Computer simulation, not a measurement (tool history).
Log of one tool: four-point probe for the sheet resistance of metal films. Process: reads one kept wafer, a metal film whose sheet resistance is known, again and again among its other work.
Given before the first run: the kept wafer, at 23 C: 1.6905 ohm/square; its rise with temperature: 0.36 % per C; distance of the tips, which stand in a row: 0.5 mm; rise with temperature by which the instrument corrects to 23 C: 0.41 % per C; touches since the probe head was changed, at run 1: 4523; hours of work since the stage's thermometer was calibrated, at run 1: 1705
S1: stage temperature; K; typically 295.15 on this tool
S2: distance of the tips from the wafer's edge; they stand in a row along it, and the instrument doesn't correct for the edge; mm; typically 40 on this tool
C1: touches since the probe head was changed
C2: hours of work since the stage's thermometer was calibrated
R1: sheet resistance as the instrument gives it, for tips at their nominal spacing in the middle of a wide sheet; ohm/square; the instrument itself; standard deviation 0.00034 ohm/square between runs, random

run,hour,S1,S2,C1,C2,R1
1,0.0,295.15,40,4523,1705,1.691692
2,37.8,295.15,40,6435,1731,1.691516
3,69.1,305.15,40,8018,1753,1.682812
4,111.4,305.15,40,10163,1782,1.682909
5,159.1,305.15,40,12573,1815,1.682362
6,203.1,305.15,40,14800,1846,1.683082
7,239.6,305.15,40,16651,1871,1.683075
8,294.9,305.15,40,19450,1910,1.682807
9,357.5,305.15,40,22617,1953,1.683025
10,395.5,295.15,14,24537,1980,1.692735
11,451.1,295.15,14,27353,2019,1.692011
12,518.6,305.15,14,30769,2065,1.684061
13,575.7,295.15,40,33662,2105,1.691599
14,605.3,295.15,40,35158,2126,1.691309
15,670.0,295.15,62,38431,2171,1.691604
16,701.9,295.15,62,40044,2193,1.691703
17,769.1,295.15,62,43447,2240,1.691594
# hour 786.6: stage's thermometer calibrated
18,820.3,295.15,62,46011,23,1.691679
19,855.5,295.15,62,47794,48,1.691535
20,901.9,295.15,62,50143,80,1.691224
21,971.3,305.15,12,53656,128,1.684370
22,1016.1,292.15,5,55924,160,1.703310
23,1046.8,308.15,4,57474,181,1.694885
24,1106.1,299.15,40,60478,222,1.687715
25,1173.2,299.15,40,63875,269,1.688290
26,1234.6,299.15,40,66980,312,1.688029
27,1292.5,299.15,40,69909,352,1.687708
28,1329.8,299.15,40,71800,378,1.688359
29,1395.7,299.15,40,75133,424,1.687294
30,1452.2,297.15,10,77994,463,1.692392
31,1522.7,305.15,52,81563,512,1.682456
32,1565.7,305.15,52,83736,542,1.683462
33,1611.9,307.15,8,86075,574,1.684991
34,1641.7,307.15,8,87582,595,1.684684
35,1705.4,302.15,49,90809,639,1.685383
36,1742.1,299.15,16,92668,665,1.688696
# hour 1773.4: new probe head fitted
37,1793.9,299.15,37,1038,700,1.688174
38,1836.2,299.15,40,3178,729,1.687973
39,1866.5,299.15,40,4714,750,1.687850
40,1895.5,296.15,15,6182,770,1.691404

3 options for the next run, each taken on its own from the tool as it stands now. Forecast them:
A,1943.7,296.15,69,8621,804,?
B,1943.7,298.15,6,8621,804,?
C,1943.7,297.15,23,8621,804,?

run,R1
A,1.690964
B,1.694856
C,1.689957
Stripped of hidden state, with their random variation kept, the same runs would have yielded:
run,R1
A,1.690914
B,1.694807
C,1.689908
